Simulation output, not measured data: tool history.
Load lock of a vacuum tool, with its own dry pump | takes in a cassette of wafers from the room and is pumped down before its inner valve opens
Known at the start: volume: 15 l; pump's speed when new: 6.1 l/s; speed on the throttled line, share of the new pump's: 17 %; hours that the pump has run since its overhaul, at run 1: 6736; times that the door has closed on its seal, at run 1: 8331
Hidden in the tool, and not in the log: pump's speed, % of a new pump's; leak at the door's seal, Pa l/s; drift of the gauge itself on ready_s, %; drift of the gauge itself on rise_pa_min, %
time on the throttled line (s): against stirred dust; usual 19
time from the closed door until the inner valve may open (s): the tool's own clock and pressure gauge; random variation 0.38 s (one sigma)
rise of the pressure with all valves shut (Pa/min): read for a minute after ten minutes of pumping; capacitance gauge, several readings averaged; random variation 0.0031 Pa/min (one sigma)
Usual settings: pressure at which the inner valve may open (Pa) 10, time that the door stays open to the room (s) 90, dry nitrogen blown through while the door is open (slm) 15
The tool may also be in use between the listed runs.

run	hour	time on the throttled line (s)	pressure at which the inner valve may open (Pa)	time that the door stays open to the room (s)	dry nitrogen blown through while the door is open (slm)	hours that the pump has run since its overhaul	times that the door has closed on its seal	incoming humidity of the room's air, %	time from the closed door until the inner valve may open (s)	rise of the pressure with all valves shut (Pa/min)
1	0.0	19	10	90	15	6736	8331	43.1	42.1	0.117
2	333.5	19	10	90	15	7070	9290	45.3	42.1	0.126
3	810.7	19	10	123	15	7547	10661	45.9	41.6	0.154
4	1231.7	19	10	202	15	7968	11871	43.3	42.1	0.205
5	1569.3	19	10	202	42	8306	12841	47.8	42.3	0.172
6	2087.7	19	10	202	42	8824	14330	47.6	42.7	0.176
7	2696.4	19	10	202	8	9433	16079	45.6	42.6	0.258
8	3211.5	19	10	202	31	9948	17559	43.0	43.3	0.202
9	3747.9	23	8	57	14	10484	19101	44.5	47.3	0.159
10	4406.3	19	10	90	31	11143	20992	43.5	43.2	0.179
11	5021.8	26	17	68	31	11758	22761	46.8	47.8	0.186
12	5676.2	24	10	90	15	12413	24641	45.0	48.7	0.225
13	6136.8	24	10	90	15	12873	25965	43.9	48.0	0.235

Forecast each of these 5 alternatives for the next run:
A	6513.8	16	10	32	6	13250	27048	46.2	?	?
B	6513.8	17	10	65	15	13250	27048	46.6	?	?
C	6513.8	23	10	144	5	13250	27048	47.9	?	?
D	6513.8	24	9	49	15	13250	27048	44.4	?	?
E	6513.8	18	10	26	16	13250	27048	44.3	?	?

run	time from the closed door until the inner valve may open (s)	rise of the pressure with all valves shut (Pa/min)
A	42.5	0.211
B	43.6	0.229
C	48.3	0.322
D	48.5	0.219
E	44.5	0.192
Without the tool's hidden state the same runs would have given:
run	time from the closed door until the inner valve may open (s)	rise of the pressure with all valves shut (Pa/min)
A	36.5	0.060
B	37.6	0.080
C	42.5	0.172
D	42.7	0.068
E	38.5	0.041

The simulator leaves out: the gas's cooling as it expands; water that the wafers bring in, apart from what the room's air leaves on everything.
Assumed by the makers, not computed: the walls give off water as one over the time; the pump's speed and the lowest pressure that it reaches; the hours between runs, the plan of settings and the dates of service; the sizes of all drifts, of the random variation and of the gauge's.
